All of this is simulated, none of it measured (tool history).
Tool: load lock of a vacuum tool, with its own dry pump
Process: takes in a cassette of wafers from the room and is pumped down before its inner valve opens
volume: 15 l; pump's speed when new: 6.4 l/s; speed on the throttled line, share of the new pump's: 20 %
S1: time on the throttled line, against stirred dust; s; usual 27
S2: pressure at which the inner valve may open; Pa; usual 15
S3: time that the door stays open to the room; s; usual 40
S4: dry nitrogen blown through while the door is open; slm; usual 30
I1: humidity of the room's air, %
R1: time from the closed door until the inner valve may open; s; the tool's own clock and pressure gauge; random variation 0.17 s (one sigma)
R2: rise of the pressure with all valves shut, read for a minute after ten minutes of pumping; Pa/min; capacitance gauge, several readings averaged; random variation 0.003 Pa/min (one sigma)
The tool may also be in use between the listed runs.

Run 1, hour 0: usual settings; I1 42.5. Result: R1 43 s, R2 0.483 Pa/min.
Run 2, hour 99.4: usual settings; I1 41.9. Result: R1 42.5 s, R2 0.501 Pa/min.
Run 3, hour 232: usual settings; I1 48.6. Result: R1 42.5 s, R2 0.507 Pa/min.
Run 4, hour 411.4: usual settings; I1 45.5. Result: R1 42.9 s, R2 0.541 Pa/min.
Run 5, hour 557.9: usual settings; I1 46.3. Result: R1 42.7 s, R2 0.538 Pa/min.
Run 6, hour 651.9: usual settings; I1 45.7. Result: R1 42.8 s, R2 0.544 Pa/min.
Run 7, hour 789.5: usual settings but S3 41 s; I1 45.6. Result: R1 43.1 s, R2 0.539 Pa/min.
Run 8, hour 886.9: usual settings but S3 41 s; I1 47.4. Result: R1 42.4 s, R2 0.559 Pa/min.
Run 9, hour 1028.8: usual settings but S2 19 Pa, S3 41 s; I1 45.3. Result: R1 42.2 s, R2 0.574 Pa/min.
Run 10, hour 1128.1: usual settings but S2 16 Pa, S3 41 s; I1 42.2. Result: R1 42.8 s, R2 0.578 Pa/min.
Run 11, hour 1266: usual settings but S3 43 s; I1 42.1. Result: R1 43 s, R2 0.587 Pa/min.
Run 12, hour 1430.1: usual settings but S3 43 s; I1 46.7. Result: R1 43.1 s, R2 0.6 Pa/min.
Run 13, hour 1548.9: usual settings but S1 51 s, S2 20 Pa; I1 41.8. Result: R1 61.2 s, R2 0.617 Pa/min.
Run 14, hour 1640.2: usual settings but S1 51 s, S2 20 Pa; I1 46.3. Result: R1 61 s, R2 0.622 Pa/min.
Run 15, hour 1739.7: usual settings but S1 21 s, S2 18 Pa, S3 152 s, S4 5 slm; I1 44.5. Result: R1 38.1 s, R2 0.682 Pa/min.
Run 16, hour 1902.3: usual settings but S1 21 s, S2 18 Pa, S3 152 s, S4 5 slm; I1 42.9. Result: R1 38 s, R2 0.698 Pa/min.
Run 17, hour 2037.7: usual settings but S3 65 s; I1 46.4. Result: R1 43.1 s, R2 0.649 Pa/min.
Run 18, hour 2144.8: usual settings but S2 14 Pa; I1 40.2. Result: R1 43.3 s, R2 0.658 Pa/min.
Run 19, hour 2241.7: usual settings but S1 17 s, S2 14 Pa, S4 8 slm; I1 44. Result: R1 35.5 s, R2 0.665 Pa/min.

The next listed run, before its measurement:
At hour 2327.5: door's seal changed, seat wiped.
Run 20, hour 2342.3: usual settings but S1 47 s, S2 14 Pa, S3 169 s, S4 8 slm; I1 44.2. Result: R1 ?, R2 ?.

R1: 58.9 s
R2: 0.077 Pa/min
Without the tool's hidden state the same run would have given R1 58.1 s, R2 0.079 Pa/min.
